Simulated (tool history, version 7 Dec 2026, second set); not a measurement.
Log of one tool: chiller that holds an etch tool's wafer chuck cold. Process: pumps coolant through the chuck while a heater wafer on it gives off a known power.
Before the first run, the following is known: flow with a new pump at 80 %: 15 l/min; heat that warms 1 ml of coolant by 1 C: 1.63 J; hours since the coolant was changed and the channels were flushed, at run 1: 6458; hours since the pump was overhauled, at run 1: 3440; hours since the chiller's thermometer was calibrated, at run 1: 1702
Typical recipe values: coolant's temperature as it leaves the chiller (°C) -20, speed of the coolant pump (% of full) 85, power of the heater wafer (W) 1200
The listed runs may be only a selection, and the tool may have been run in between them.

run,hour,coolant's temperature as it leaves the chiller (°C),speed of the coolant pump (% of full),power of the heater wafer (W),hours since the coolant was changed and the channels were flushed,hours since the pump was overhauled,hours since the chiller's thermometer was calibrated,chuck's temperature once it has settled (°C),how much warmer the coolant comes back (C)
1,0.0,-20,85,1200,6458,3440,1702,-8.7,2.82
2,96.8,-20,85,1200,6555,3537,1799,-8.5,2.76
3,184.7,-20,85,1200,6643,3625,1886,-8.5,2.79
4,268.4,-20,85,1200,6727,3709,1970,-8.6,2.73
5,370.4,-20,85,1200,6829,3811,2072,-8.5,2.77
6,473.6,-20,85,1200,6932,3914,2175,-8.6,2.77
7,579.2,-20,78,1200,7038,4019,2281,-7.9,3.03
8,697.6,-20,85,1459,7156,4138,2399,-6.0,3.39
9,760.7,-26,85,1200,7219,4201,2462,-14.8,2.74
10,907.5,-26,85,1200,7366,4348,2609,-14.6,2.71
11,1023.1,-26,85,1200,7482,4463,2725,-14.5,2.74
12,1102.6,-26,85,1200,7561,4543,2804,-14.6,2.75
13,1237.5,-20,85,1200,7696,4678,2939,-8.6,2.72
14,1315.9,-14,85,1200,7774,4756,3018,-2.6,2.69
15,1416.8,-20,85,1200,7875,4857,3119,-8.5,2.75
16,1522.2,-20,85,1200,7981,4962,3224,-8.7,2.71
17,1657.1,-12,85,1071,8115,5097,3359,-1.6,2.36
18,1736.8,-19,62,831,8195,5177,3439,-8.8,2.55
19,1800.8,-27,61,1227,8259,5241,3503,-11.9,3.83
20,1867.0,-27,61,1227,8325,5307,3569,-11.7,3.85
21,1941.3,-27,61,1227,8400,5381,3643,-11.7,3.84
# hour 1979.5: chiller's thermometer calibrated
22,2077.4,-25,69,1074,8535,5517,98,-13.0,2.92
23,2159.2,-20,93,1200,8617,5598,180,-9.3,2.41
24,2229.9,-30,64,1200,8687,5669,250,-15.7,3.57
25,2322.0,-26,67,1273,8779,5761,343,-11.3,3.57
26,2461.9,-26,69,1273,8919,5901,482,-11.8,3.51
27,2524.4,-26,69,1273,8982,5964,545,-11.8,3.45
28,2587.3,-29,69,1273,9045,6026,608,-14.7,3.47
29,2709.6,-20,100,1200,9167,6149,730,-10.2,2.28
30,2780.6,-25,98,1471,9238,6220,801,-12.4,2.83
31,2903.5,-25,98,1471,9361,6343,924,-12.4,2.79
# hour 2940.4: gauge calibrated
32,3048.7,-20,76,1200,9506,6488,1069,-7.3,3.12

Some steps in how much warmer the coolant comes back (C), run to run, broken into two amounts with sign: the step expected even without the hidden condition (settings, incoming material, random variation), and the rest, left for the hidden condition together with whatever gauge scatter is not in both the measured and the hidden-condition-free result:
Hidden state present: heat passed by the chuck's channels, % of clean ones'; flow at a given pump speed, % of a new pump's; coolant's true temperature over the reading, C; drift of the gauge itself on chuck_c, C; drift of the gauge itself on warmer_back_c, C.
Run 1 -> 2: no setting changed, nothing entered. how much warmer the coolant comes back (C) -0.06: hidden state -0.01, all else -0.05.
Run 18 -> 19: coolant's temperature as it leaves the chiller (°C) -19 -> -27, speed of the coolant pump (% of full) 62 -> 61, power of the heater wafer (W) 831 -> 1227. how much warmer the coolant comes back (C) +1.28: hidden state +0.01, all else +1.27.
Run 21 -> 22: coolant's temperature as it leaves the chiller (°C) -27 -> -25, speed of the coolant pump (% of full) 61 -> 69, power of the heater wafer (W) 1227 -> 1074, chiller's thermometer calibrated. how much warmer the coolant comes back (C) -0.92: hidden state -0.02, all else -0.90.
Run 23 -> 24: coolant's temperature as it leaves the chiller (°C) -20 -> -30, speed of the coolant pump (% of full) 93 -> 64. how much warmer the coolant comes back (C) +1.16: hidden state +0.00, all else +1.16.
Run 28 -> 29: coolant's temperature as it leaves the chiller (°C) -29 -> -20, speed of the coolant pump (% of full) 69 -> 100, power of the heater wafer (W) 1273 -> 1200. how much warmer the coolant comes back (C) -1.19: hidden state -0.01, all else -1.18.
Run 31 -> 32: coolant's temperature as it leaves the chiller (°C) -25 -> -20, speed of the coolant pump (% of full) 98 -> 76, power of the heater wafer (W) 1471 -> 1200, gauge calibrated. how much warmer the coolant comes back (C) +0.33: hidden state +0.17, all else +0.16.
